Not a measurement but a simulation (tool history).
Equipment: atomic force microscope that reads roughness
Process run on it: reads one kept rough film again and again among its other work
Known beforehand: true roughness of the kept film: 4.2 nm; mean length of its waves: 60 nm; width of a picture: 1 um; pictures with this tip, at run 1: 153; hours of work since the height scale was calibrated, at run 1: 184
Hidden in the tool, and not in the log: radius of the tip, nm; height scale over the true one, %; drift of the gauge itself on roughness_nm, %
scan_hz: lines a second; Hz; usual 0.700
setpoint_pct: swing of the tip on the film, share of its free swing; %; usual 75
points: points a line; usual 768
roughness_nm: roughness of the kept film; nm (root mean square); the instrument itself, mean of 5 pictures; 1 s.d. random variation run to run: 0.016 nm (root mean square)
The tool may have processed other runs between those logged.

run,hour,scan_hz,setpoint_pct,points,pictures with this tip,hours of work since the height scale was calibrated,roughness_nm
1,0.0,0.700,75,768,153,184,3.757
2,17.0,0.700,75,768,169,193,3.727
3,37.3,0.700,75,768,189,205,3.671
4,58.8,0.700,75,768,209,218,3.676
5,74.6,0.700,75,768,224,227,3.676
# hour 76.6: new tip fitted
6,84.0,0.700,75,768,7,232,3.906
7,105.6,0.700,75,768,28,244,3.846
8,114.8,0.700,75,768,37,250,3.864
9,134.3,0.700,75,768,55,261,3.837
10,154.6,0.584,75,768,75,273,3.817
# hour 156.7: height scale calibrated on a step standard
11,177.9,0.584,75,768,96,12,3.825
12,195.4,0.584,75,1015,113,22,3.763
13,205.0,0.584,75,1015,122,28,3.764
14,215.6,0.700,75,768,132,34,3.753
# hour 218.5: height scale calibrated on a step standard, once more
15,234.7,0.700,75,768,150,9,3.722
16,248.2,0.700,75,768,163,17,3.754
17,259.0,0.700,75,768,173,23,3.737
18,270.5,0.700,75,768,184,30,3.692
19,283.7,2.425,56,273,197,38,3.680
20,304.9,0.700,75,909,217,50,3.671
# hour 314.1: new tip fitted
21,322.6,0.700,78,661,8,60,3.866
22,339.3,1.410,68,540,24,70,3.847
23,359.8,1.410,68,540,44,82,3.803
24,377.7,1.410,68,824,61,92,3.801
25,397.0,0.700,89,768,79,103,3.723
26,407.3,0.504,72,518,89,109,3.809
27,423.1,0.518,75,579,104,118,3.771
28,432.4,0.518,75,579,113,124,3.797
29,453.8,0.700,59,768,134,136,3.795
30,473.9,2.578,83,732,153,148,3.367
31,490.0,1.599,75,768,169,157,3.596
32,499.9,1.389,80,768,178,163,3.560
33,516.6,1.389,80,768,194,172,3.531
34,535.2,0.700,68,768,212,183,3.657
# hour 549.2: new tip fitted
35,552.6,3.203,75,768,3,193,3.559

3 ways to go on from here, each from the tool as it stands after run 35. What would each give?
A,562.2,3.203,80,942,13,199,?
B,562.2,3.203,85,537,13,199,?
C,562.2,3.161,63,768,13,199,?

run,roughness_nm
A,3.477
B,3.332
C,3.773
Had the tool no hidden state, the same runs would have come out as:
run,roughness_nm
A,3.511
B,3.365
C,3.810

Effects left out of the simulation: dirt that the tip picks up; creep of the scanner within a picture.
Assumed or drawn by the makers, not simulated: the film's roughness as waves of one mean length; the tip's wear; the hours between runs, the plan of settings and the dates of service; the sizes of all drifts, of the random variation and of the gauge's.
